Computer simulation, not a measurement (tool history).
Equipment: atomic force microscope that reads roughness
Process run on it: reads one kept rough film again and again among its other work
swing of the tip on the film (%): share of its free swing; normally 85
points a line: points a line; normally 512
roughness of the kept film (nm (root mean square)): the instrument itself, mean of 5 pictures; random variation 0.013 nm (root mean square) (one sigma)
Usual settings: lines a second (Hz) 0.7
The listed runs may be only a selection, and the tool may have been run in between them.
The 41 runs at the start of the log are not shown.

run,hour,lines a second (Hz),swing of the tip on the film (%),points a line,roughness of the kept film (nm (root mean square))
42,694.2,2.825,58,474,2.77
43,711.8,1.315,55,409,2.828
44,731.8,1.315,55,409,2.774
45,751.2,3.034,55,317,2.589
46,773.3,2.316,89,509,2.088
47,787.4,0.875,89,420,2.393
48,800.6,1.392,84,351,2.277
49,812.8,0.589,84,489,2.468
50,823.1,0.7,85,897,2.421
# hour 836.1: new tip fitted
51,843.5,1.992,85,631,2.761
52,866.5,1.992,85,631,2.686

4 options for the next run, each taken on its own from the tool as it stands now. Forecast them:
A,890.7,0.688,82,893,?
B,890.7,0.7,73,512,?
C,890.7,1.992,85,376,?
D,890.7,0.7,67,512,?

run,roughness of the kept film (nm (root mean square))
A,2.992
B,3.03
C,2.583
D,3.078
Had the tool no hidden state, the same runs would have come out as:
run,roughness of the kept film (nm (root mean square))
A,3.271
B,3.313
C,2.824
D,3.364

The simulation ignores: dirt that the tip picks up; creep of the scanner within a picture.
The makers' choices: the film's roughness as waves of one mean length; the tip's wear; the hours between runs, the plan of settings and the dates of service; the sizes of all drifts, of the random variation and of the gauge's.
